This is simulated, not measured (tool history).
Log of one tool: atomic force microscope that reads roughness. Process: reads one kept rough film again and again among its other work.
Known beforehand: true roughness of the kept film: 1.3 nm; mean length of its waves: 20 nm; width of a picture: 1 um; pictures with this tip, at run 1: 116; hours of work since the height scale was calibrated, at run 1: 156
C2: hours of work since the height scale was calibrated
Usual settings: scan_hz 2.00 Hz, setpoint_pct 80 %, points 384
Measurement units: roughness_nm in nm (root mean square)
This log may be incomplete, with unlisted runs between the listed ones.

run 1 hour=0.0 | scan_hz=2.00 setpoint_pct=80 points=384 | pictures_with_this_tip=116 C2=156 | roughness_nm=0.931
run 2 hour=6.8 | scan_hz=2.00 setpoint_pct=80 points=384 | pictures_with_this_tip=124 C2=161 | roughness_nm=0.923
-- hour=10.5 new tip fitted
run 3 hour=13.6 | scan_hz=2.00 setpoint_pct=80 points=384 | pictures_with_this_tip=4 C2=165 | roughness_nm=0.987
run 4 hour=21.6 | scan_hz=2.00 setpoint_pct=80 points=384 | pictures_with_this_tip=13 C2=170 | roughness_nm=0.978
run 5 hour=28.5 | scan_hz=2.00 setpoint_pct=80 points=384 | pictures_with_this_tip=21 C2=175 | roughness_nm=0.974
run 6 hour=37.4 | scan_hz=2.00 setpoint_pct=80 points=384 | pictures_with_this_tip=32 C2=181 | roughness_nm=0.965
run 7 hour=44.4 | scan_hz=2.00 setpoint_pct=80 points=384 | pictures_with_this_tip=41 C2=186 | roughness_nm=0.966
run 8 hour=50.8 | scan_hz=2.00 setpoint_pct=80 points=431 | pictures_with_this_tip=48 C2=190 | roughness_nm=0.953
run 9 hour=59.4 | scan_hz=2.00 setpoint_pct=80 points=431 | pictures_with_this_tip=58 C2=196 | roughness_nm=0.955
run 10 hour=65.1 | scan_hz=2.00 setpoint_pct=80 points=431 | pictures_with_this_tip=65 C2=200 | roughness_nm=0.952
run 11 hour=70.6 | scan_hz=2.00 setpoint_pct=80 points=384 | pictures_with_this_tip=72 C2=204 | roughness_nm=0.949
run 12 hour=77.4 | scan_hz=2.59 setpoint_pct=87 points=350 | pictures_with_this_tip=80 C2=208 | roughness_nm=0.822
run 13 hour=86.5 | scan_hz=2.59 setpoint_pct=82 points=869 | pictures_with_this_tip=91 C2=215 | roughness_nm=0.884
run 14 hour=92.5 | scan_hz=0.93 setpoint_pct=82 points=869 | pictures_with_this_tip=98 C2=219 | roughness_nm=1.036
-- hour=94.3 height scale calibrated on a step standard
run 15 hour=97.4 | scan_hz=2.00 setpoint_pct=69 points=384 | pictures_with_this_tip=103 C2=2 | roughness_nm=1.016
run 16 hour=106.6 | scan_hz=0.69 setpoint_pct=76 points=335 | pictures_with_this_tip=114 C2=8 | roughness_nm=1.070
run 17 hour=111.3 | scan_hz=0.69 setpoint_pct=76 points=335 | pictures_with_this_tip=119 C2=12 | roughness_nm=1.059
-- hour=116.5 height scale calibrated on a step standard, once more
run 18 hour=116.5 | scan_hz=2.00 setpoint_pct=75 points=724 | pictures_with_this_tip=124 C2=0 | roughness_nm=0.973
-- hour=120.1 new tip fitted
run 19 hour=121.6 | scan_hz=0.75 setpoint_pct=75 points=724 | pictures_with_this_tip=2 C2=3 | roughness_nm=1.143
run 20 hour=129.7 | scan_hz=1.03 setpoint_pct=70 points=442 | pictures_with_this_tip=11 C2=9 | roughness_nm=1.126
run 21 hour=138.2 | scan_hz=2.00 setpoint_pct=61 points=384 | pictures_with_this_tip=22 C2=14 | roughness_nm=1.102

Each row is a separate what-if for the run after 21, all from the same tool condition, not one after another. Results?
run A hour=142.9 | scan_hz=1.62 setpoint_pct=68 points=384 | pictures_with_this_tip=27 C2=18 | roughness_nm=?
run B hour=142.9 | scan_hz=2.00 setpoint_pct=80 points=263 | pictures_with_this_tip=27 C2=18 | roughness_nm=?
run C hour=142.9 | scan_hz=0.53 setpoint_pct=57 points=389 | pictures_with_this_tip=27 C2=18 | roughness_nm=?
run D hour=142.9 | scan_hz=2.00 setpoint_pct=59 points=384 | pictures_with_this_tip=27 C2=18 | roughness_nm=?
run E hour=142.9 | scan_hz=2.00 setpoint_pct=71 points=384 | pictures_with_this_tip=27 C2=18 | roughness_nm=?

run=A roughness_nm=1.081
run=B roughness_nm=0.953
run=C roughness_nm=1.162
run=D roughness_nm=1.111
run=E roughness_nm=1.045
Stripped of hidden state, with their random variation kept, the same runs would have yielded:
run=A roughness_nm=1.098
run=B roughness_nm=0.969
run=C roughness_nm=1.181
run=D roughness_nm=1.129
run=E roughness_nm=1.061

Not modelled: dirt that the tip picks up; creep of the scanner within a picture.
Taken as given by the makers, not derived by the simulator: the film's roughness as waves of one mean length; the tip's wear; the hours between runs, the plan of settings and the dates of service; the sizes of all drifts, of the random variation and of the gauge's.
